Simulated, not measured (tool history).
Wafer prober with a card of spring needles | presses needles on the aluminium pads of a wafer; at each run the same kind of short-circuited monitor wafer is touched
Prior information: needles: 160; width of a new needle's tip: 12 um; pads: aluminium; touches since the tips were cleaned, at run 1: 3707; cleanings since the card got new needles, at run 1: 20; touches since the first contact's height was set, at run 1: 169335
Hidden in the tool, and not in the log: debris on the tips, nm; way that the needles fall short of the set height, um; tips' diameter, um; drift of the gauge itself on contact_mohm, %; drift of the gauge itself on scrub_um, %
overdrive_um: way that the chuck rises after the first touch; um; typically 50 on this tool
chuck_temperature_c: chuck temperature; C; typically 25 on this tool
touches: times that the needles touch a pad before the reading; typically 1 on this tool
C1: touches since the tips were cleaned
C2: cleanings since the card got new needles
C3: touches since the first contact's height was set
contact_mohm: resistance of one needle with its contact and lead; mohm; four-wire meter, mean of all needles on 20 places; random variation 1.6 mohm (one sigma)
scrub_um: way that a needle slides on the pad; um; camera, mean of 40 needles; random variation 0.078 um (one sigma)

run 1 hour=0 | overdrive_um=50 chuck_temperature_c=25 touches=1 | C1=3707 C2=20 C3=169335 | contact_mohm=157 scrub_um=8.23
-- hour=12.9 tips cleaned on abrasive film
run 2 hour=31.1 | overdrive_um=50 chuck_temperature_c=25 touches=1 | C1=5629 C2=21 C3=178925 | contact_mohm=157 scrub_um=8.08
-- hour=38.2 tips cleaned on abrasive film
run 3 hour=51 | overdrive_um=50 chuck_temperature_c=25 touches=1 | C1=3950 C2=22 C3=185030 | contact_mohm=160 scrub_um=8.33
-- hour=65.3 tips cleaned on abrasive film
run 4 hour=88.9 | overdrive_um=50 chuck_temperature_c=25 touches=1 | C1=7289 C2=23 C3=196707 | contact_mohm=158 scrub_um=8.21
-- hour=92.6 tips cleaned on abrasive film
run 5 hour=111.2 | overdrive_um=50 chuck_temperature_c=25 touches=1 | C1=5730 C2=24 C3=203563 | contact_mohm=161 scrub_um=8.18
-- hour=120.3 tips cleaned on abrasive film
-- hour=147.7 tips cleaned on abrasive film
run 6 hour=148.9 | overdrive_um=50 chuck_temperature_c=25 touches=1 | C1=352 C2=26 C3=215150 | contact_mohm=156 scrub_um=8.17
-- hour=173.5 tips cleaned on abrasive film
run 7 hour=174.9 | overdrive_um=50 chuck_temperature_c=25 touches=1 | C1=411 C2=27 C3=223147 | contact_mohm=160 scrub_um=8.02
run 8 hour=193.3 | overdrive_um=50 chuck_temperature_c=25 touches=1 | C1=6121 C2=27 C3=228857 | contact_mohm=162 scrub_um=8.25
-- hour=199 tips cleaned on abrasive film
run 9 hour=212 | overdrive_um=50 chuck_temperature_c=25 touches=1 | C1=4038 C2=28 C3=234603 | contact_mohm=158 scrub_um=8.08
-- hour=226.5 tips cleaned on abrasive film
run 10 hour=234.7 | overdrive_um=50 chuck_temperature_c=25 touches=1 | C1=2530 C2=29 C3=241563 | contact_mohm=159 scrub_um=8.16
-- hour=249.4 height of the first contact set anew
-- hour=251.8 tips cleaned on abrasive film
run 11 hour=256 | overdrive_um=50 chuck_temperature_c=25 touches=1 | C1=1297 C2=30 C3=2009 | contact_mohm=160 scrub_um=8.3
-- hour=277.4 tips cleaned on abrasive film
run 12 hour=286.3 | overdrive_um=50 chuck_temperature_c=25 touches=1 | C1=2724 C2=31 C3=11341 | contact_mohm=159 scrub_um=8.15
-- hour=304.2 tips cleaned on abrasive film
run 13 hour=304.9 | overdrive_um=50 chuck_temperature_c=25 touches=1 | C1=236 C2=32 C3=17080 | contact_mohm=159 scrub_um=8.14
-- hour=330.7 tips cleaned on abrasive film
run 14 hour=338.9 | overdrive_um=50 chuck_temperature_c=25 touches=1 | C1=2542 C2=33 C3=27551 | contact_mohm=163 scrub_um=8.18
-- hour=356.8 tips cleaned on abrasive film
run 15 hour=370.8 | overdrive_um=32 chuck_temperature_c=25 touches=1 | C1=4344 C2=34 C3=37379 | contact_mohm=166 scrub_um=5.05
-- hour=382.1 tips cleaned on abrasive film
run 16 hour=404.4 | overdrive_um=32 chuck_temperature_c=25 touches=1 | C1=6870 C2=35 C3=47714 | contact_mohm=166 scrub_um=5.05
-- hour=407.4 tips cleaned on abrasive film
-- hour=435.2 tips cleaned on abrasive film
run 17 hour=437.9 | overdrive_um=44 chuck_temperature_c=65 touches=1 | C1=829 C2=37 C3=58012 | contact_mohm=172 scrub_um=7.1
run 18 hour=459.1 | overdrive_um=40 chuck_temperature_c=51 touches=1 | C1=7382 C2=37 C3=64565 | contact_mohm=168 scrub_um=6.6
-- hour=462.2 tips cleaned on abrasive film
-- hour=488.4 tips cleaned on abrasive film
run 19 hour=494.9 | overdrive_um=40 chuck_temperature_c=51 touches=1 | C1=2012 C2=39 C3=75562 | contact_mohm=168 scrub_um=6.6
-- hour=514.2 tips cleaned on abrasive film
run 20 hour=514.8 | overdrive_um=34 chuck_temperature_c=28 touches=2 | C1=192 C2=40 C3=81670 | contact_mohm=167 scrub_um=5.52
-- hour=539.5 tips cleaned on abrasive film
run 21 hour=554 | overdrive_um=37 chuck_temperature_c=28 touches=2 | C1=4456 C2=41 C3=93744 | contact_mohm=167 scrub_um=6.11
-- hour=565.1 tips cleaned on abrasive film
run 22 hour=573 | overdrive_um=50 chuck_temperature_c=105 touches=3 | C1=2433 C2=42 C3=99598 | contact_mohm=176 scrub_um=8.01
-- hour=592.2 tips cleaned on abrasive film
run 23 hour=593.4 | overdrive_um=57 chuck_temperature_c=44 touches=1 | C1=357 C2=43 C3=105853 | contact_mohm=161 scrub_um=9.31
-- hour=618.6 tips cleaned on abrasive film
run 24 hour=632.6 | overdrive_um=38 chuck_temperature_c=44 touches=2 | C1=4331 C2=44 C3=117959 | contact_mohm=167 scrub_um=6.12
-- hour=645.5 tips cleaned on abrasive film
run 25 hour=666.6 | overdrive_um=50 chuck_temperature_c=38 touches=1 | C1=6527 C2=45 C3=128429 | contact_mohm=164 scrub_um=8.19
-- hour=670.1 tips cleaned on abrasive film
-- hour=695.5 tips cleaned on abrasive film
run 26 hour=700.8 | overdrive_um=50 chuck_temperature_c=25 touches=1 | C1=1656 C2=47 C3=138940 | contact_mohm=157 scrub_um=8.02
-- hour=722.4 tips cleaned on abrasive film
run 27 hour=728.8 | overdrive_um=50 chuck_temperature_c=92 touches=2 | C1=1973 C2=48 C3=147552 | contact_mohm=174 scrub_um=8.11
-- hour=747.5 tips cleaned on abrasive film
run 28 hour=766 | overdrive_um=46 chuck_temperature_c=38 touches=3 | C1=5726 C2=49 C3=159023 | contact_mohm=164 scrub_um=7.38
-- hour=773.1 tips cleaned on abrasive film
run 29 hour=782 | overdrive_um=46 chuck_temperature_c=38 touches=3 | C1=2766 C2=50 C3=163938 | contact_mohm=163 scrub_um=7.39
-- hour=798.4 tips cleaned on abrasive film
run 30 hour=803.5 | overdrive_um=50 chuck_temperature_c=25 touches=2 | C1=1591 C2=51 C3=170540 | contact_mohm=160 scrub_um=8.03
run 31 hour=822.1 | overdrive_um=50 chuck_temperature_c=25 touches=2 | C1=7331 C2=51 C3=176280 | contact_mohm=158 scrub_um=8.16
-- hour=824.5 tips cleaned on abrasive film
-- hour=850.3 tips cleaned on abrasive film
run 32 hour=855.5 | overdrive_um=50 chuck_temperature_c=25 touches=2 | C1=1603 C2=53 C3=186537 | contact_mohm=162 scrub_um=8.22

What if the next run were any one of these 5? Each begins from the tool's condition after run 32:
-- hour=876.5 tips cleaned on abrasive film
run A hour=886.9 | overdrive_um=33 chuck_temperature_c=52 touches=2 | C1=3214 C2=54 C3=196216 | contact_mohm=? scrub_um=?
-- hour=876.5 tips cleaned on abrasive film
run B hour=886.9 | overdrive_um=70 chuck_temperature_c=80 touches=1 | C1=3214 C2=54 C3=196216 | contact_mohm=? scrub_um=?
-- hour=876.5 tips cleaned on abrasive film
run C hour=886.9 | overdrive_um=50 chuck_temperature_c=25 touches=2 | C1=3214 C2=54 C3=196216 | contact_mohm=? scrub_um=?
-- hour=876.5 tips cleaned on abrasive film
run D hour=886.9 | overdrive_um=38 chuck_temperature_c=45 touches=1 | C1=3214 C2=54 C3=196216 | contact_mohm=? scrub_um=?
-- hour=876.5 tips cleaned on abrasive film
run E hour=886.9 | overdrive_um=52 chuck_temperature_c=105 touches=1 | C1=3214 C2=54 C3=196216 | contact_mohm=? scrub_um=?

run=A contact_mohm=171 scrub_um=5.29
run=B contact_mohm=169 scrub_um=11.28
run=C contact_mohm=159 scrub_um=8.24
run=D contact_mohm=166 scrub_um=6.11
run=E contact_mohm=174 scrub_um=8.37
Without the tool's unlogged condition, the same runs would have read:
run=A contact_mohm=171 scrub_um=5.29
run=B contact_mohm=169 scrub_um=11.29
run=C contact_mohm=159 scrub_um=8.24
run=D contact_mohm=166 scrub_um=6.12
run=E contact_mohm=174 scrub_um=8.38
